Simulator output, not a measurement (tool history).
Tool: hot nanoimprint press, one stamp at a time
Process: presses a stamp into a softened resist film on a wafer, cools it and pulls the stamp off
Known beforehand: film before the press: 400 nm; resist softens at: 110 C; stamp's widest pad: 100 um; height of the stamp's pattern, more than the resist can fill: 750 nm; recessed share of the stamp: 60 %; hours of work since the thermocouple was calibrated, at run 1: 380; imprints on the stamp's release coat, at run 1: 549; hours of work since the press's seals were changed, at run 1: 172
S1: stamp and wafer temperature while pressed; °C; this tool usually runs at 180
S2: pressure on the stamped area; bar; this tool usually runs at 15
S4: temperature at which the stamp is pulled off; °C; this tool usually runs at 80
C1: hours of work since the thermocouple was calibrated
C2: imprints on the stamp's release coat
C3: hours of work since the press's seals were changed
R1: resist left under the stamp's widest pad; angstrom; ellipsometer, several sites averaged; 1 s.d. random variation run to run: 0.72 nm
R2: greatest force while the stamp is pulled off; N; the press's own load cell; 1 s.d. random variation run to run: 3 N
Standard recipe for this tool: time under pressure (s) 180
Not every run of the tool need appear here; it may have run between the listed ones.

Run 1, hour 0: usual settings; C1 380; C2 549; C3 172. Result: R1 1468 angstrom, R2 142 N.
Run 2, hour 12.7: usual settings; C1 387; C2 592; C3 179. Result: R1 1461 angstrom, R2 135 N.
Run 3, hour 25.4: usual settings but S4 81 °C; C1 394; C2 635; C3 186. Result: R1 1447 angstrom, R2 140 N.
Run 4, hour 34.4: usual settings; C1 399; C2 665; C3 191. Result: R1 1454 angstrom, R2 140 N.
At hour 40: plate thermocouple calibrated.
Run 5, hour 47.8: usual settings but S1 181 °C; C1 4; C2 700; C3 197. Result: R1 1406 angstrom, R2 136 N.
Run 6, hour 60.2: usual settings but S1 181 °C; C1 11; C2 742; C3 203. Result: R1 1398 angstrom, R2 141 N.
Run 7, hour 65.8: usual settings but S1 181 °C; C1 14; C2 761; C3 206. Result: R1 1405 angstrom, R2 141 N.
Run 8, hour 75.3: usual settings but S2 17.3 bar; C1 19; C2 793; C3 211. Result: R1 1338 angstrom, R2 145 N.
Run 9, hour 85.4: usual settings but S2 17.3 bar; C1 24; C2 827; C3 217. Result: R1 1335 angstrom, R2 142 N.
Run 10, hour 92.1: usual settings but S1 189 °C; C1 28; C2 850; C3 221. Result: R1 1075 angstrom, R2 140 N.
Run 11, hour 97.6: usual settings but S2 16.4 bar; C1 31; C2 868; C3 224. Result: R1 1376 angstrom, R2 143 N.
Run 12, hour 105.6: usual settings but S2 16.4 bar, S4 74 °C; C1 35; C2 895; C3 228. Result: R1 1368 angstrom, R2 158 N.
Run 13, hour 116.7: usual settings but S4 71 °C; C1 41; C2 933; C3 234. Result: R1 1427 angstrom, R2 159 N.
Run 14, hour 124.2: usual settings but S4 71 °C; C1 45; C2 958; C3 238. Result: R1 1431 angstrom, R2 164 N.
Run 15, hour 136.7: usual settings but S4 71 °C; C1 52; C2 1000; C3 245. Result: R1 1412 angstrom, R2 159 N.
Run 16, hour 142.8: usual settings but S4 71 °C; C1 55; C2 1021; C3 248. Result: R1 1411 angstrom, R2 164 N.
At hour 145.6: gauge calibrated.
Run 17, hour 149.9: usual settings but time under pressure (s) 338, S4 85 °C; C1 59; C2 1045; C3 252. Result: R1 1124 angstrom, R2 130 N.

What will run 18 give?
Run 18, hour 160.4: usual settings but S2 15.2 bar, time under pressure (s) 338, S4 85 °C; C1 65; C2 1080; C3 257. Result: R1 ?, R2 ?.

R1: 1118 angstrom
R2: 126 N
Take away the tool's hidden state, keep the run-to-run variation as it was, and the same run would have given R1 1121 angstrom, R2 124 N.

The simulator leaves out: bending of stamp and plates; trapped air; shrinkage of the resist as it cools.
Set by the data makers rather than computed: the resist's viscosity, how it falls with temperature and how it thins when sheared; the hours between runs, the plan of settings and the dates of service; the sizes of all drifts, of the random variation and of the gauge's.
